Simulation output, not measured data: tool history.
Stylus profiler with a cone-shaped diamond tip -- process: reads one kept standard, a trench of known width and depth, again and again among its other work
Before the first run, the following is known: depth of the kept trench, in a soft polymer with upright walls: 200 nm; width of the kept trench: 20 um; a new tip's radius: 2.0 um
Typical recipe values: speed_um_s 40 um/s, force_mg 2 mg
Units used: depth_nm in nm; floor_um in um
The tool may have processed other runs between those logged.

run	day	speed_um_s	force_mg	depth_nm	floor_um
1	0	40	2	201.25	17.68
2	0.467	40	2	201.28	17.68
3	1.088	144	2	201.31	16.9
4	1.758	40	5.25	202.57	17.83
5	2.296	14	2	201.17	17.86
6	2.979	14	2	201.32	17.82
7	3.725	25	2	201.24	17.73
8	4.288	25	2	201.22	17.73
9	4.925	66	2	201.22	17.42
10	5.308	46	2	201.15	17.61
11	6.158	40	2	201.18	17.63
12	6.858	40	2	201.32	17.58
13	7.533	40	2	201.23	17.63
14	8.15	40	2	201.16	17.6
15	8.521	40	2	201.24	17.63
16	9.25	40	2	201.18	17.62
17	9.942	40	2	201.29	17.56
18	10.4	40	2	201.22	17.62
19	10.95	40	2	201.17	17.55
20	11.317	26	2	201.22	17.67
21	11.7	12	0.68	200.36	17.71
22	12.167	39	0.8	200.59	17.49
23	12.742	39	0.99	200.59	17.47
24	13.162	90	1.35	200.62	17.07
25	13.896	90	1.35	200.73	17.07
26	14.438	11	1.3	200.6	17.69
27	15.238	31	1.17	200.58	17.56
28	16.075	31	1.17	201.01	17.52
29	16.917	84	2	201.48	17.27
30	17.442	84	2	201.38	17.22
31	17.933	84	2	201.38	17.23
32	18.325	84	2	201.51	17.2
33	18.721	79	2	201.41	17.24
34	19.367	48	2	201.41	17.47
35	19.8	48	2	201.33	17.45
36	20.154	146	1.03	200.9	16.37
37	20.975	146	1.03	200.97	16.36
38	21.346	146	1.03	200.9	16.39
39	21.983	146	1.03	200.76	16.4

The log once held 2 entries between its listed runs, left out of this copy. Where does each go, and what is different about the tool's unlogged condition between the listed run before it and the listed run after it?
Run 23 -> run 24: height scale calibrated on a step standard (day 12.808)
  radius of the tip, um: 3.04 -> 3.05; height scale over the true one, %: -0.121 -> -0.199
  measured result minus the result with no hidden state, depth_nm: -0.24 -> -0.41 nm; floor_um: -0.42 -> -0.43 um
Run 27 -> run 28: height scale calibrated on a step standard, once more (day 15.596)
  radius of the tip, um: 3.1 -> 3.11; height scale over the true one, %: -0.206 -> -0.01
  measured result minus the result with no hidden state, depth_nm: -0.41 -> -0.02 nm; floor_um: -0.45 -> -0.45 um
